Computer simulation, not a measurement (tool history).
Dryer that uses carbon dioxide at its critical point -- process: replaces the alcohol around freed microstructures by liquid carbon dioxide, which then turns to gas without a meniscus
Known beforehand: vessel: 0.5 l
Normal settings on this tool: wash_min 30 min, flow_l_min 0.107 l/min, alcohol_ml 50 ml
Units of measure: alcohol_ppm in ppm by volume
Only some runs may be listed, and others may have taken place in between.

run   hour  wash_min  flow_l_min  alcohol_ml  alcohol_ppm
  1    0.0        30       0.107          50         1034
  2   18.3        30       0.107          50         1062
      22.4  -- inlet filter changed
  3   36.1        30       0.107          50          679
  4   57.9        30       0.107          50          706
  5   67.9        30       0.107          50          711
  6   81.1        30       0.107          50          724
  7   95.4        30       0.107          50          732
  8  110.4        30       0.107          50          741
  9  122.6        30       0.122          50          434
 10  132.5        30       0.122          50          427
 11  142.0        30       0.122          50          444
 12  152.7        30       0.122          59          519
 13  169.1        30       0.107          50          794
 14  181.1        30       0.107          86         1313
 15  192.6        30       0.107          47          793
 16  203.7        25       0.107          50         1769
 17  215.6        25       0.107          73         2554
 18  236.8        25       0.107          73         2547
 19  255.9        25       0.107          73         2619
 20  274.6        25       0.107          73         2815
 21  284.7        25       0.107          73         2760
 22  303.5        25       0.107          73         2881
 23  317.4        25       0.107          73         2740
     332.3  -- purifier's bed changed
 24  337.5        26       0.088          50         3345
 25  359.1        26       0.115          50         1237
 26  381.4        38       0.094         102         1129
 27  396.8        26       0.093          48         2884
 28  419.2        34       0.107          26          289
     421.4  -- inlet filter changed
 29  435.6        27       0.151          26           77
 30  453.7        29       0.115          49          456
 31  473.7        29       0.115          49          471
 32  491.6        29       0.115          49          473
 33  505.7        29       0.115          49          492
 34  517.5        27       0.127         104          880
 35  539.3        20       0.071          88        18762
 36  552.4        20       0.071          88        18789
 37  569.3        20       0.071          88        19495
 38  582.5        20       0.071          88        19491
 39  593.9        35       0.159          34           64
 40  614.4        30       0.133          70          332
 41  636.6        30       0.133          70          341
 42  654.4        33       0.108          60          567
 43  665.5        33       0.108          24          255

Alternative continuations, all from the tool just after run 43; predict every row:
  A  675.0        19       0.107          96            ?
  B  675.0        33       0.139          98            ?
  C  675.0        30       0.160          41            ?
  D  675.0        29       0.154          50            ?
  E  675.0        30       0.108          21            ?

run  alcohol_ppm
  A         9129
  B          233
  C          110
  D          157
  E          357
The same runs, with their run-to-run variation unchanged, on a tool lacking any hidden condition would have given:
run  alcohol_ppm
  A         7160
  B          108
  C           39
  D           65
  E          214

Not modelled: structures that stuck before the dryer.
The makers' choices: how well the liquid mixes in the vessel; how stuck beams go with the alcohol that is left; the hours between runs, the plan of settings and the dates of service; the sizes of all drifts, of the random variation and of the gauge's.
